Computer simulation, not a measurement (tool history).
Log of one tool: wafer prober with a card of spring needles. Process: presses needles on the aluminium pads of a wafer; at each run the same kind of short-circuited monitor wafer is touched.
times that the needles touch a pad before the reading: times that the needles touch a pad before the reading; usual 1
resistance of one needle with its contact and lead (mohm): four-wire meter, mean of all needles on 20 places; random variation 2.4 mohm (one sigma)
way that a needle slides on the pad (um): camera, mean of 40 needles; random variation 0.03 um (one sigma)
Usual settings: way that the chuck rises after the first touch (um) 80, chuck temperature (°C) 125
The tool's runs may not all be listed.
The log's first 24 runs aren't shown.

run,hour,way that the chuck rises after the first touch (um),chuck temperature (°C),times that the needles touch a pad before the reading,touches since the tips were cleaned,cleanings since the card got new needles,touches since the first contact's height was set,resistance of one needle with its contact and lead (mohm),way that a needle slides on the pad (um)
25,259.9,61,100,1,7100,24,85901,340,8.79
# hour 265.1: tips cleaned on abrasive film
26,275.2,70,90,2,3371,25,90963,294,10.01
27,288.8,99,104,1,7864,25,95456,327,14.27
# hour 291.6: tips cleaned on abrasive film
28,304.8,68,32,3,4370,26,100718,264,9.71
29,312.4,87,32,2,6901,26,103249,280,12.52
# hour 318.2: tips cleaned on abrasive film
30,323.3,61,35,1,1693,27,106818,284,8.76
31,337.3,97,43,1,6336,27,111461,302,13.93
# hour 344.8: tips cleaned on abrasive film
32,348.9,78,33,3,1355,28,115278,254,11.12
33,358.3,78,26,1,4464,28,118387,297,11.15
34,366.6,78,26,1,7210,28,121133,300,11.18
# hour 371.2: tips cleaned on abrasive film
35,380.8,77,26,2,3184,29,125792,266,10.99

3 ways to go on from here, each from the tool as it stands after run 35. What would each give?
A,389.9,77,26,2,6197,29,128805,?,?
B,389.9,80,103,2,6197,29,128805,?,?
C,389.9,68,36,2,6197,29,128805,?,?

run,resistance of one needle with its contact and lead (mohm),way that a needle slides on the pad (um)
A,282,10.99
B,308,11.36
C,284,9.7
Without the tool's hidden state the same runs would have given:
run,resistance of one needle with its contact and lead (mohm),way that a needle slides on the pad (um)
A,244,11.18
B,270,11.55
C,241,9.89

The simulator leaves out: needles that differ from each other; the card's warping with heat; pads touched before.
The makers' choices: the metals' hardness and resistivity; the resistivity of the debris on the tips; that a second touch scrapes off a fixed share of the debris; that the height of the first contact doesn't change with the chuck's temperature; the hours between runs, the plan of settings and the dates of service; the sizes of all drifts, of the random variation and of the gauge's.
